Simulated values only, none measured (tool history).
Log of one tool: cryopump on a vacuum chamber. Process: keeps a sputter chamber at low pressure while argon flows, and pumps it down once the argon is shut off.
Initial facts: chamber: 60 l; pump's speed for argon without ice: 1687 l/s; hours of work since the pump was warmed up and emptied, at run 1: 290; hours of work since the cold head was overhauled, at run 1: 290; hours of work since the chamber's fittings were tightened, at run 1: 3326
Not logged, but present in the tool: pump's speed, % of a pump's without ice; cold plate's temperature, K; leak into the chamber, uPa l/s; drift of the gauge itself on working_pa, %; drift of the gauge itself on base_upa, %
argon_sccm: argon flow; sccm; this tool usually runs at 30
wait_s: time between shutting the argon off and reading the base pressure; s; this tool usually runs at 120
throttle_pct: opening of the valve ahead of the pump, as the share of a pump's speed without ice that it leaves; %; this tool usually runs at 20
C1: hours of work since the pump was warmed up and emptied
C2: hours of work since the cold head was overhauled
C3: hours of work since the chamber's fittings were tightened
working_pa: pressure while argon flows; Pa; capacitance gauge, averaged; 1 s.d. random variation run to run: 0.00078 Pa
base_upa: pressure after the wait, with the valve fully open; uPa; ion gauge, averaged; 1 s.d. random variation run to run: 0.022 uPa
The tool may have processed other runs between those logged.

Run 1, hour 0: usual settings; C1 290; C2 290; C3 3326. Result: working_pa 0.1563 Pa, base_upa 2.13 uPa.
Run 2, hour 23.3: usual settings but throttle_pct 26 %; C1 300; C2 300; C3 3336. Result: working_pa 0.1208 Pa, base_upa 2.13 uPa.
Run 3, hour 41.4: usual settings but throttle_pct 26 %; C1 307; C2 307; C3 3343. Result: working_pa 0.1216 Pa, base_upa 2.17 uPa.
Run 4, hour 60.5: usual settings but throttle_pct 26 %; C1 315; C2 315; C3 3351. Result: working_pa 0.1215 Pa, base_upa 2.2 uPa.
Run 5, hour 75.7: usual settings but throttle_pct 26 %; C1 321; C2 321; C3 3357. Result: working_pa 0.1219 Pa, base_upa 2.18 uPa.
Run 6, hour 90.6: usual settings but throttle_pct 26 %; C1 327; C2 327; C3 3363. Result: working_pa 0.1211 Pa, base_upa 2.13 uPa.
Run 7, hour 117.8: usual settings; C1 339; C2 339; C3 3375. Result: working_pa 0.157 Pa, base_upa 2.17 uPa.
Run 8, hour 146.5: usual settings; C1 351; C2 351; C3 3386. Result: working_pa 0.1565 Pa, base_upa 2.22 uPa.
Run 9, hour 165.5: usual settings; C1 358; C2 358; C3 3394. Result: working_pa 0.1577 Pa, base_upa 2.25 uPa.
Run 10, hour 192.1: usual settings but throttle_pct 33 %; C1 369; C2 369; C3 3405. Result: working_pa 0.0987 Pa, base_upa 2.22 uPa.
Run 11, hour 209.6: usual settings but argon_sccm 13 sccm, wait_s 277 s, throttle_pct 37 %; C1 377; C2 377; C3 3412. Result: working_pa 0.0384 Pa, base_upa 2.08 uPa.

Run 12, settings as shown, results not yet in. Your forecast:
Run 12, hour 232.2: usual settings but argon_sccm 19 sccm, throttle_pct 33 %; C1 386; C2 386; C3 3422. Result: working_pa ?, base_upa ?.

{"run 12": {"working_pa": 0.0626, "base_upa": 2.23}}
If the tool had no hidden condition, the same run with the same run-to-run variation would have returned working_pa 0.0579 Pa, base_upa 0.51 uPa.
